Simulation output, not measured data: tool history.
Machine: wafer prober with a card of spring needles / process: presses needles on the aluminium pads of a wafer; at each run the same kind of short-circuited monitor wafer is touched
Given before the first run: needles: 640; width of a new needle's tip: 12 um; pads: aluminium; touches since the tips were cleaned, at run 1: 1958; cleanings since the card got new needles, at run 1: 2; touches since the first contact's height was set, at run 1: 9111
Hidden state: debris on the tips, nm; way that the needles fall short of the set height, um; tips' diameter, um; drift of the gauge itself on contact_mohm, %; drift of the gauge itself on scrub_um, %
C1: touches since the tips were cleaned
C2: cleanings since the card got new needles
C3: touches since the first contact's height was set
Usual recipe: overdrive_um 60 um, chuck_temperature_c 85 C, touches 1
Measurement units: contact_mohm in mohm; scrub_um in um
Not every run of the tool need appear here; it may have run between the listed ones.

{"run": 1, "day": 0.0, "overdrive_um": 60, "chuck_temperature_c": 85, "touches": 1, "C1": 1958, "C2": 2, "C3": 9111, "contact_mohm": 123, "scrub_um": 16.63}
{"day": 0.279, "done": "tips cleaned on abrasive film"}
{"run": 2, "day": 0.608, "overdrive_um": 60, "chuck_temperature_c": 85, "touches": 1, "C1": 1468, "C2": 3, "C3": 11812, "contact_mohm": 122, "scrub_um": 16.52}
{"day": 1.025, "done": "tips cleaned on abrasive film"}
{"run": 3, "day": 1.092, "overdrive_um": 60, "chuck_temperature_c": 85, "touches": 1, "C1": 298, "C2": 4, "C3": 13957, "contact_mohm": 122, "scrub_um": 16.65}
{"run": 4, "day": 1.483, "overdrive_um": 60, "chuck_temperature_c": 85, "touches": 1, "C1": 2033, "C2": 4, "C3": 15692, "contact_mohm": 121, "scrub_um": 16.63}
{"day": 1.75, "done": "tips cleaned on abrasive film"}
{"run": 5, "day": 1.821, "overdrive_um": 77, "chuck_temperature_c": 85, "touches": 1, "C1": 316, "C2": 5, "C3": 17184, "contact_mohm": 119, "scrub_um": 21.35}
{"run": 6, "day": 2.2, "overdrive_um": 60, "chuck_temperature_c": 85, "touches": 2, "C1": 2011, "C2": 5, "C3": 18879, "contact_mohm": 122, "scrub_um": 16.67}
{"day": 2.462, "done": "tips cleaned on abrasive film"}
{"run": 7, "day": 2.588, "overdrive_um": 60, "chuck_temperature_c": 85, "touches": 1, "C1": 555, "C2": 6, "C3": 20598, "contact_mohm": 120, "scrub_um": 16.62}
{"run": 8, "day": 3.029, "overdrive_um": 60, "chuck_temperature_c": 85, "touches": 1, "C1": 2530, "C2": 6, "C3": 22573, "contact_mohm": 120, "scrub_um": 16.49}
{"day": 3.171, "done": "tips cleaned on abrasive film"}
{"run": 9, "day": 3.438, "overdrive_um": 60, "chuck_temperature_c": 85, "touches": 1, "C1": 1180, "C2": 7, "C3": 24365, "contact_mohm": 121, "scrub_um": 16.68}
{"run": 10, "day": 3.742, "overdrive_um": 60, "chuck_temperature_c": 85, "touches": 3, "C1": 2548, "C2": 7, "C3": 25733, "contact_mohm": 122, "scrub_um": 16.69}
{"day": 3.888, "done": "tips cleaned on abrasive film"}
{"run": 11, "day": 4.333, "overdrive_um": 53, "chuck_temperature_c": 85, "touches": 3, "C1": 1990, "C2": 8, "C3": 28349, "contact_mohm": 123, "scrub_um": 14.73}
{"day": 4.621, "done": "tips cleaned on abrasive film"}
{"run": 12, "day": 4.996, "overdrive_um": 60, "chuck_temperature_c": 40, "touches": 1, "C1": 1675, "C2": 9, "C3": 31300, "contact_mohm": 116, "scrub_um": 16.67}
{"run": 13, "day": 5.308, "overdrive_um": 60, "chuck_temperature_c": 40, "touches": 1, "C1": 3065, "C2": 9, "C3": 32690, "contact_mohm": 114, "scrub_um": 16.73}
{"day": 5.367, "done": "tips cleaned on abrasive film"}
{"run": 14, "day": 5.733, "overdrive_um": 60, "chuck_temperature_c": 40, "touches": 1, "C1": 1634, "C2": 10, "C3": 34563, "contact_mohm": 114, "scrub_um": 16.6}
{"day": 6.079, "done": "tips cleaned on abrasive film"}
{"run": 15, "day": 6.379, "overdrive_um": 60, "chuck_temperature_c": 85, "touches": 1, "C1": 1330, "C2": 11, "C3": 37433, "contact_mohm": 120, "scrub_um": 16.47}
{"day": 6.821, "done": "tips cleaned on abrasive film"}
{"run": 16, "day": 6.904, "overdrive_um": 60, "chuck_temperature_c": 85, "touches": 1, "C1": 383, "C2": 12, "C3": 39770, "contact_mohm": 120, "scrub_um": 16.47}
{"run": 17, "day": 7.238, "overdrive_um": 60, "chuck_temperature_c": 85, "touches": 1, "C1": 1865, "C2": 12, "C3": 41252, "contact_mohm": 122, "scrub_um": 16.54}
{"day": 7.525, "done": "tips cleaned on abrasive film"}
{"run": 18, "day": 7.829, "overdrive_um": 60, "chuck_temperature_c": 85, "touches": 1, "C1": 1347, "C2": 13, "C3": 43872, "contact_mohm": 120, "scrub_um": 16.55}
{"day": 8.238, "done": "tips cleaned on abrasive film"}
{"run": 19, "day": 8.458, "overdrive_um": 55, "chuck_temperature_c": 85, "touches": 1, "C1": 986, "C2": 14, "C3": 46669, "contact_mohm": 122, "scrub_um": 15.16}
{"day": 8.971, "done": "tips cleaned on abrasive film"}
{"run": 20, "day": 8.971, "overdrive_um": 73, "chuck_temperature_c": 56, "touches": 2, "C1": 0, "C2": 15, "C3": 48932, "contact_mohm": 115, "scrub_um": 20.18}
{"run": 21, "day": 9.583, "overdrive_um": 60, "chuck_temperature_c": 85, "touches": 1, "C1": 2731, "C2": 15, "C3": 51663, "contact_mohm": 122, "scrub_um": 16.58}
{"day": 9.725, "done": "tips cleaned on abrasive film"}
{"run": 22, "day": 9.933, "overdrive_um": 60, "chuck_temperature_c": 85, "touches": 1, "C1": 928, "C2": 16, "C3": 53213, "contact_mohm": 121, "scrub_um": 16.52}
{"run": 23, "day": 10.212, "overdrive_um": 51, "chuck_temperature_c": 46, "touches": 1, "C1": 2181, "C2": 16, "C3": 54466, "contact_mohm": 117, "scrub_um": 14.05}
{"day": 10.458, "done": "tips cleaned on abrasive film"}
{"run": 24, "day": 10.892, "overdrive_um": 51, "chuck_temperature_c": 29, "touches": 2, "C1": 1938, "C2": 17, "C3": 57475, "contact_mohm": 117, "scrub_um": 14.19}
{"day": 11.179, "done": "tips cleaned on abrasive film"}
{"run": 25, "day": 11.429, "overdrive_um": 52, "chuck_temperature_c": 82, "touches": 1, "C1": 1105, "C2": 18, "C3": 59853, "contact_mohm": 124, "scrub_um": 14.44}
{"run": 26, "day": 11.725, "overdrive_um": 72, "chuck_temperature_c": 33, "touches": 2, "C1": 2437, "C2": 18, "C3": 61185, "contact_mohm": 114, "scrub_um": 19.83}
{"day": 11.896, "done": "tips cleaned on abrasive film"}
{"run": 27, "day": 12.138, "overdrive_um": 72, "chuck_temperature_c": 33, "touches": 2, "C1": 1073, "C2": 19, "C3": 63004, "contact_mohm": 110, "scrub_um": 19.95}
{"run": 28, "day": 12.417, "overdrive_um": 51, "chuck_temperature_c": 69, "touches": 3, "C1": 2324, "C2": 19, "C3": 64255, "contact_mohm": 121, "scrub_um": 14.03}
{"day": 12.612, "done": "tips cleaned on abrasive film"}
{"run": 29, "day": 12.796, "overdrive_um": 51, "chuck_temperature_c": 69, "touches": 3, "C1": 818, "C2": 20, "C3": 65926, "contact_mohm": 121, "scrub_um": 14.24}
{"run": 30, "day": 13.246, "overdrive_um": 47, "chuck_temperature_c": 70, "touches": 2, "C1": 2823, "C2": 20, "C3": 67931, "contact_mohm": 121, "scrub_um": 12.95}
{"day": 13.312, "done": "tips cleaned on abrasive film"}
{"run": 31, "day": 13.904, "overdrive_um": 47, "chuck_temperature_c": 70, "touches": 2, "C1": 2642, "C2": 21, "C3": 70866, "contact_mohm": 122, "scrub_um": 12.99}
{"day": 14.054, "done": "tips cleaned on abrasive film"}
{"run": 32, "day": 14.25, "overdrive_um": 45, "chuck_temperature_c": 106, "touches": 1, "C1": 872, "C2": 22, "C3": 72379, "contact_mohm": 128, "scrub_um": 12.3}
{"day": 14.779, "done": "tips cleaned on abrasive film"}
{"run": 33, "day": 14.779, "overdrive_um": 60, "chuck_temperature_c": 85, "touches": 1, "C1": 0, "C2": 23, "C3": 74736, "contact_mohm": 123, "scrub_um": 16.47}

Hidden state at the last listed run before each entry between runs and at the first one after, where it differs:
After run 1, before run 2: tips cleaned on abrasive film (day 0.279)
  debris on the tips, nm: 0.7 -> 0.5
After run 2, before run 3: tips cleaned on abrasive film (day 1.025)
  debris on the tips, nm: 0.5 -> 0.2
After run 4, before run 5: tips cleaned on abrasive film (day 1.75)
  debris on the tips, nm: 0.7 -> 0.2; way that the needles fall short of the set height, um: 0 -> 0.01
After run 6, before run 7: tips cleaned on abrasive film (day 2.462)
  debris on the tips, nm: 0.7 -> 0.3
After run 8, before run 9: tips cleaned on abrasive film (day 3.171)
  debris on the tips, nm: 0.8 -> 0.5
After run 10, before run 11: tips cleaned on abrasive film (day 3.888)
  debris on the tips, nm: 0.8 -> 0.6
After run 11, before run 12: tips cleaned on abrasive film (day 4.621)
  both runs share identical hidden conditions
After run 13, before run 14: tips cleaned on abrasive film (day 5.367)
  debris on the tips, nm: 0.9 -> 0.5
After run 14, before run 15: tips cleaned on abrasive film (day 6.079)
  both runs share identical hidden conditions
After run 15, before run 16: tips cleaned on abrasive film (day 6.821)
  debris on the tips, nm: 0.5 -> 0.2
After run 17, before run 18: tips cleaned on abrasive film (day 7.525)
  debris on the tips, nm: 0.6 -> 0.5; tips' diameter, um: 12 -> 12.01
After run 18, before run 19: tips cleaned on abrasive film (day 8.238)
  debris on the tips, nm: 0.5 -> 0.4; way that the needles fall short of the set height, um: 0.01 -> 0.02
After run 19, before run 20: tips cleaned on abrasive film (day 8.971)
  debris on the tips, nm: 0.4 -> 0.1
After run 21, before run 22: tips cleaned on abrasive film (day 9.725)
  debris on the tips, nm: 0.8 -> 0.3
After run 23, before run 24: tips cleaned on abrasive film (day 10.458)
  both runs share identical hidden conditions
After run 24, before run 25: tips cleaned on abrasive film (day 11.179)
  debris on the tips, nm: 0.7 -> 0.4
After run 26, before run 27: tips cleaned on abrasive film (day 11.896)
  debris on the tips, nm: 0.7 -> 0.4
After run 28, before run 29: tips cleaned on abrasive film (day 12.612)
  debris on the tips, nm: 0.7 -> 0.3
After run 30, before run 31: tips cleaned on abrasive film (day 13.312)
  both runs share identical hidden conditions
After run 31, before run 32: tips cleaned on abrasive film (day 14.054)
  debris on the tips, nm: 0.8 -> 0.4; way that the needles fall short of the set height, um: 0.02 -> 0.03
After run 32, before run 33: tips cleaned on abrasive film (day 14.779)
  debris on the tips, nm: 0.4 -> 0
